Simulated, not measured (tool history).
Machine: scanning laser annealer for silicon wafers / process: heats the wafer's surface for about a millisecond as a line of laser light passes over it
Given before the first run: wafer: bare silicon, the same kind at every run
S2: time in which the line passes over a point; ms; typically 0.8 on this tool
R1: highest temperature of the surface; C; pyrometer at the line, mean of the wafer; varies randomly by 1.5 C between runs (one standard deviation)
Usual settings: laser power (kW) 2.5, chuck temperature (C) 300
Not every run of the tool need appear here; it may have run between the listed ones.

{"run": 1, "hour": 0.0, "laser power (kW)": 2.5, "S2": 0.8, "chuck temperature (C)": 300, "R1": 1090}
{"run": 2, "hour": 20.2, "laser power (kW)": 2.5, "S2": 0.8, "chuck temperature (C)": 300, "R1": 1091}
{"run": 3, "hour": 42.8, "laser power (kW)": 2.5, "S2": 0.8, "chuck temperature (C)": 300, "R1": 1090}
{"run": 4, "hour": 68.4, "laser power (kW)": 2.5, "S2": 0.8, "chuck temperature (C)": 300, "R1": 1091}
{"run": 5, "hour": 83.4, "laser power (kW)": 2.5, "S2": 0.8, "chuck temperature (C)": 300, "R1": 1091}
{"hour": 92.9, "done": "window over the wafer cleaned"}
{"run": 6, "hour": 108.1, "laser power (kW)": 2.5, "S2": 0.8, "chuck temperature (C)": 300, "R1": 1105}
{"run": 7, "hour": 132.9, "laser power (kW)": 2.5, "S2": 0.8, "chuck temperature (C)": 300, "R1": 1103}
{"run": 8, "hour": 158.4, "laser power (kW)": 2.5, "S2": 0.8, "chuck temperature (C)": 300, "R1": 1105}
{"run": 9, "hour": 173.8, "laser power (kW)": 2.5, "S2": 0.8, "chuck temperature (C)": 300, "R1": 1104}
{"run": 10, "hour": 196.1, "laser power (kW)": 2.5, "S2": 0.8, "chuck temperature (C)": 300, "R1": 1101}
{"run": 11, "hour": 214.1, "laser power (kW)": 2.697, "S2": 0.819, "chuck temperature (C)": 278, "R1": 1148}
{"hour": 219.2, "done": "laser's power meter calibrated"}
{"run": 12, "hour": 231.6, "laser power (kW)": 2.697, "S2": 0.819, "chuck temperature (C)": 278, "R1": 1146}
{"run": 13, "hour": 257.4, "laser power (kW)": 2.697, "S2": 0.819, "chuck temperature (C)": 278, "R1": 1147}
{"run": 14, "hour": 277.7, "laser power (kW)": 2.5, "S2": 0.87, "chuck temperature (C)": 285, "R1": 1115}
{"run": 15, "hour": 298.9, "laser power (kW)": 2.5, "S2": 0.87, "chuck temperature (C)": 293, "R1": 1121}
{"run": 16, "hour": 316.3, "laser power (kW)": 2.383, "S2": 0.787, "chuck temperature (C)": 306, "R1": 1064}
{"hour": 327.7, "done": "laser's power meter calibrated, once more"}
{"run": 17, "hour": 344.2, "laser power (kW)": 2.694, "S2": 0.94, "chuck temperature (C)": 306, "R1": 1224}
{"run": 18, "hour": 360.1, "laser power (kW)": 2.615, "S2": 0.995, "chuck temperature (C)": 306, "R1": 1221}
{"run": 19, "hour": 382.4, "laser power (kW)": 2.615, "S2": 0.995, "chuck temperature (C)": 306, "R1": 1219}
{"run": 20, "hour": 406.5, "laser power (kW)": 2.5, "S2": 0.999, "chuck temperature (C)": 300, "R1": 1171}

Here are 3 independent what-if runs from the current tool condition. What would each one return?
{"run": "A", "hour": 426.6, "laser power (kW)": 2.443, "S2": 0.618, "chuck temperature (C)": 301, "R1": "?"}
{"run": "B", "hour": 426.6, "laser power (kW)": 2.735, "S2": 0.8, "chuck temperature (C)": 300, "R1": "?"}
{"run": "C", "hour": 426.6, "laser power (kW)": 2.488, "S2": 0.705, "chuck temperature (C)": 291, "R1": "?"}

run=A R1=1000
run=B R1=1169
run=C R1=1042
With no hidden state in the tool, these same runs would have given:
run=A R1=1016
run=B R1=1188
run=C R1=1058
